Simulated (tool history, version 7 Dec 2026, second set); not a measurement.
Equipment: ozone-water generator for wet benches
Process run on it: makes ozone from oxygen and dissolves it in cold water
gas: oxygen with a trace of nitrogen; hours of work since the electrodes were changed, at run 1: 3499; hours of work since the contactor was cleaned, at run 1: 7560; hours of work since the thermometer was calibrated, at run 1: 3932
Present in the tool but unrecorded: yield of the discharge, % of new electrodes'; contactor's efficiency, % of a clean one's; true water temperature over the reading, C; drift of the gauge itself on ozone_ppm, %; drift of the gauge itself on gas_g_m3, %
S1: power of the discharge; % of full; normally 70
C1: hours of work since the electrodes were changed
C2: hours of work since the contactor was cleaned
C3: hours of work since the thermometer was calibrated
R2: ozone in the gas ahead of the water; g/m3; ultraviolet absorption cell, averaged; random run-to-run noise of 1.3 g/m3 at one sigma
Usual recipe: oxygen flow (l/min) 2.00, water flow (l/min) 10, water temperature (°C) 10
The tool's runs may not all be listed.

Run 1, hour 0.0: usual settings; C1 3499; C2 7560; C3 3932. Result: dissolved ozone (ppm) 27.9, R2 249.9 g/m3.
Run 2, hour 142.5: usual settings but S1 89 % of full; C1 3600; C2 7662; C3 4034. Result: dissolved ozone (ppm) 32.0, R2 287.5 g/m3.
Run 3, hour 277.0: usual settings but S1 89 % of full; C1 3696; C2 7758; C3 4130. Result: dissolved ozone (ppm) 31.5, R2 287.8 g/m3.
Run 4, hour 340.2: usual settings but S1 89 % of full; C1 3741; C2 7803; C3 4175. Result: dissolved ozone (ppm) 32.1, R2 287.7 g/m3.
Run 5, hour 432.9: usual settings but S1 72 % of full; C1 3808; C2 7869; C3 4241. Result: dissolved ozone (ppm) 28.5, R2 253.6 g/m3.
At hour 500.4: contactor cleaned.
Run 6, hour 534.8: usual settings but S1 47 % of full; C1 3878; C2 25; C3 4311. Result: dissolved ozone (ppm) 22.3, R2 197.8 g/m3.
Run 7, hour 660.4: usual settings but S1 47 % of full, oxygen flow (l/min) 3.31; C1 3967; C2 114; C3 4401. Result: dissolved ozone (ppm) 23.4, R2 152.2 g/m3.
Run 8, hour 802.3: usual settings but S1 47 % of full, oxygen flow (l/min) 3.31, water flow (l/min) 7; C1 4069; C2 216; C3 4502. Result: dissolved ozone (ppm) 30.4, R2 154.5 g/m3.
Run 9, hour 899.3: usual settings but water flow (l/min) 8; C1 4138; C2 285; C3 4572. Result: dissolved ozone (ppm) 34.2, R2 250.2 g/m3.
Run 10, hour 972.6: usual settings but water flow (l/min) 8; C1 4190; C2 337; C3 4624. Result: dissolved ozone (ppm) 34.1, R2 249.6 g/m3.
Run 11, hour 1073.1: usual settings; C1 4262; C2 409; C3 4696. Result: dissolved ozone (ppm) 27.8, R2 249.3 g/m3.
Run 12, hour 1144.4: usual settings but water flow (l/min) 8; C1 4313; C2 460; C3 4747. Result: dissolved ozone (ppm) 33.8, R2 249.9 g/m3.
Run 13, hour 1250.5: usual settings; C1 4389; C2 536; C3 4822. Result: dissolved ozone (ppm) 27.5, R2 249.8 g/m3.
Run 14, hour 1314.4: usual settings; C1 4434; C2 581; C3 4868. Result: dissolved ozone (ppm) 27.7, R2 251.9 g/m3.
Run 15, hour 1403.9: usual settings; C1 4498; C2 645; C3 4932. Result: dissolved ozone (ppm) 27.6, R2 248.9 g/m3.
Run 16, hour 1476.2: usual settings; C1 4550; C2 697; C3 4983. Result: dissolved ozone (ppm) 27.5, R2 249.3 g/m3.
Run 17, hour 1551.7: usual settings but oxygen flow (l/min) 1.01, water temperature (°C) 7; C1 4604; C2 751; C3 5037. Result: dissolved ozone (ppm) 24.2, R2 350.9 g/m3.
Run 18, hour 1669.3: usual settings but oxygen flow (l/min) 1.01, water temperature (°C) 14; C1 4688; C2 835; C3 5121. Result: dissolved ozone (ppm) 23.2, R2 349.2 g/m3.
Run 19, hour 1744.9: usual settings but oxygen flow (l/min) 1.01, water temperature (°C) 14; C1 4742; C2 889; C3 5175. Result: dissolved ozone (ppm) 22.9, R2 349.5 g/m3.
Run 20, hour 1849.9: usual settings but S1 77 % of full, oxygen flow (l/min) 1.05, water flow (l/min) 15, water temperature (°C) 13; C1 4817; C2 964; C3 5250. Result: dissolved ozone (ppm) 15.9, R2 362.2 g/m3.
Run 21, hour 1957.1: usual settings but S1 77 % of full, oxygen flow (l/min) 1.05, water flow (l/min) 15, water temperature (°C) 13; C1 4893; C2 1040; C3 5327. Result: dissolved ozone (ppm) 15.7, R2 362.9 g/m3.
Run 22, hour 2019.1: usual settings but S1 77 % of full, oxygen flow (l/min) 1.05, water flow (l/min) 15, water temperature (°C) 13; C1 4938; C2 1085; C3 5371. Result: dissolved ozone (ppm) 15.6, R2 367.3 g/m3.
Run 23, hour 2140.8: usual settings but S1 77 % of full, oxygen flow (l/min) 1.05, water flow (l/min) 15, water temperature (°C) 13; C1 5024; C2 1171; C3 5458. Result: dissolved ozone (ppm) 15.6, R2 364.0 g/m3.
Run 24, hour 2245.2: usual settings but water flow (l/min) 8; C1 5099; C2 1246; C3 5533. Result: dissolved ozone (ppm) 33.9, R2 248.1 g/m3.
Run 25, hour 2331.0: usual settings but S1 47 % of full, oxygen flow (l/min) 1.17, water flow (l/min) 8, water temperature (°C) 15; C1 5160; C2 1307; C3 5594. Result: dissolved ozone (ppm) 23.7, R2 258.2 g/m3.
Run 26, hour 2407.8: usual settings but S1 66 % of full, water temperature (°C) 9; C1 5215; C2 1362; C3 5649. Result: dissolved ozone (ppm) 27.4, R2 238.5 g/m3.
Run 27, hour 2483.5: usual settings but S1 93 % of full, oxygen flow (l/min) 1.15, water flow (l/min) 15; C1 5269; C2 1416; C3 5703. Result: dissolved ozone (ppm) 18.2, R2 385.0 g/m3.
Run 28, hour 2572.4: usual settings but S1 54 % of full, oxygen flow (l/min) 2.20, water flow (l/min) 9, water temperature (°C) 6; C1 5333; C2 1480; C3 5766. Result: dissolved ozone (ppm) 27.8, R2 204.6 g/m3.
At hour 2593.0: water thermometer calibrated.
Run 29, hour 2723.1: usual settings but S1 50 % of full, oxygen flow (l/min) 2.24, water flow (l/min) 6, water temperature (°C) 7; C1 5440; C2 1587; C3 93. Result: dissolved ozone (ppm) 36.3, R2 192.7 g/m3.
Run 30, hour 2809.2: usual settings but water temperature (°C) 8; C1 5501; C2 1648; C3 154. Result: dissolved ozone (ppm) 28.6, R2 250.8 g/m3.
Run 31, hour 2902.2: usual settings but water flow (l/min) 11; C1 5568; C2 1715; C3 221. Result: dissolved ozone (ppm) 25.3, R2 249.7 g/m3.
Run 32, hour 2966.5: usual settings but S1 75 % of full, oxygen flow (l/min) 3.26, water flow (l/min) 11; C1 5614; C2 1761; C3 267. Result: dissolved ozone (ppm) 28.5, R2 204.6 g/m3.

What if the next run were any one of these 3? Each begins from the tool's condition after run 32:
Run A, hour 3036.9: usual settings but oxygen flow (l/min) 1.96, water flow (l/min) 12; C1 5664; C2 1811; C3 317. Result: dissolved ozone (ppm) ?, R2 ?.
Run B, hour 3036.9: usual settings but S1 46 % of full, oxygen flow (l/min) 3.26, water temperature (°C) 9; C1 5664; C2 1811; C3 317. Result: dissolved ozone (ppm) ?, R2 ?.
Run C, hour 3036.9: usual settings but S1 63 % of full, water temperature (°C) 7; C1 5664; C2 1811; C3 317. Result: dissolved ozone (ppm) ?, R2 ?.

run  dissolved ozone (ppm)     R2
  A                   23.1  249.1
  B                   23.8  152.8
  C                   26.8  235.0
What these runs would have given with no unlogged condition in the tool:
run  dissolved ozone (ppm)     R2
  A                   23.2  249.3
  B                   23.8  152.8
  C                   26.8  235.2
